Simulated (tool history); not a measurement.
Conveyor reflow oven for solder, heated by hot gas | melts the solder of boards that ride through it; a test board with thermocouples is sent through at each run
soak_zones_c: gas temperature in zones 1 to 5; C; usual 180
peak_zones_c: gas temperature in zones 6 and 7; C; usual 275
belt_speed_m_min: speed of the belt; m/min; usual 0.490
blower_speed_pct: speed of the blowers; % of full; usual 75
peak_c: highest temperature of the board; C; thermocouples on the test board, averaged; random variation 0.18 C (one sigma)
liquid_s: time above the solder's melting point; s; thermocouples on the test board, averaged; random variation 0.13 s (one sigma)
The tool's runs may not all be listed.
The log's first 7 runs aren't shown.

| run | hour | soak_zones_c | peak_zones_c | belt_speed_m_min | blower_speed_pct | peak_c | liquid_s |
|---|---|---|---|---|---|---|---|
| 8 | 72.2 | 180 | 275 | 0.490 | 83 | 262.9 | 64.1 |
| 9 | 80.8 | 180 | 275 | 0.490 | 83 | 262.7 | 64.2 |
| 10 | 88.6 | 180 | 275 | 0.395 | 75 | 267.4 | 82.5 |
| 11 | 96.2 | 180 | 275 | 0.395 | 75 | 267.1 | 82.7 |
| 12 | 108.8 | 180 | 275 | 0.395 | 75 | 267.0 | 83.0 |
| 13 | 119.5 | 180 | 275 | 0.490 | 75 | 261.8 | 63.4 |
| 14 | 126.3 | 180 | 275 | 0.490 | 75 | 261.8 | 63.2 |
| 15 | 136.1 | 180 | 282 | 0.490 | 75 | 267.8 | 66.1 |
| 16 | 146.5 | 180 | 282 | 0.490 | 75 | 267.6 | 66.0 |
| 17 | 161.5 | 170 | 275 | 0.490 | 75 | 259.8 | 59.1 |
| 18 | 173.1 | 180 | 273 | 0.490 | 75 | 259.8 | 62.4 |
| 19 | 188.5 | 188 | 273 | 0.490 | 75 | 261.1 | 66.1 |
| 20 | 195.6 | 182 | 277 | 0.547 | 75 | 259.9 | 55.9 |
| 21 | 209.5 | 194 | 275 | 0.478 | 75 | 264.1 | 71.8 |
| 22 | 223.4 | 182 | 275 | 0.490 | 65 | 259.8 | 62.6 |
| 23 | 232.5 | 182 | 275 | 0.468 | 65 | 261.3 | 67.0 |
| 24 | 246.8 | 182 | 275 | 0.468 | 65 | 261.1 | 67.0 |
| 25 | 258.9 | 182 | 276 | 0.545 | 56 | 254.4 | 53.0 |
| 26 | 267.9 | 182 | 270 | 0.569 | 68 | 251.0 | 48.6 |
| 27 | 279.7 | 180 | 275 | 0.532 | 75 | 258.5 | 56.5 |
| 28 | 289.0 | 189 | 287 | 0.425 | 72 | 276.8 | 84.0 |
| 29 | 303.0 | 180 | 265 | 0.587 | 75 | 246.8 | 43.4 |
| 30 | 315.6 | 180 | 279 | 0.482 | 75 | 265.2 | 66.2 |

Forecast each of these 4 alternatives for the next run:
| A | 325.2 | 180 | 279 | 0.516 | 75 | ? | ? |
| B | 325.2 | 187 | 284 | 0.482 | 72 | ? | ? |
| C | 325.2 | 186 | 275 | 0.490 | 75 | ? | ? |
| D | 325.2 | 185 | 276 | 0.482 | 59 | ? | ? |

| run | peak_c | liquid_s |
|---|---|---|
| A | 262.8 | 60.6 |
| B | 269.9 | 71.0 |
| C | 261.9 | 65.9 |
| D | 260.4 | 65.4 |
Without the tool's hidden state the same runs would have given:
| run | peak_c | liquid_s |
|---|---|---|
| A | 262.9 | 59.9 |
| B | 269.7 | 69.9 |
| C | 261.7 | 65.0 |
| D | 260.1 | 64.5 |
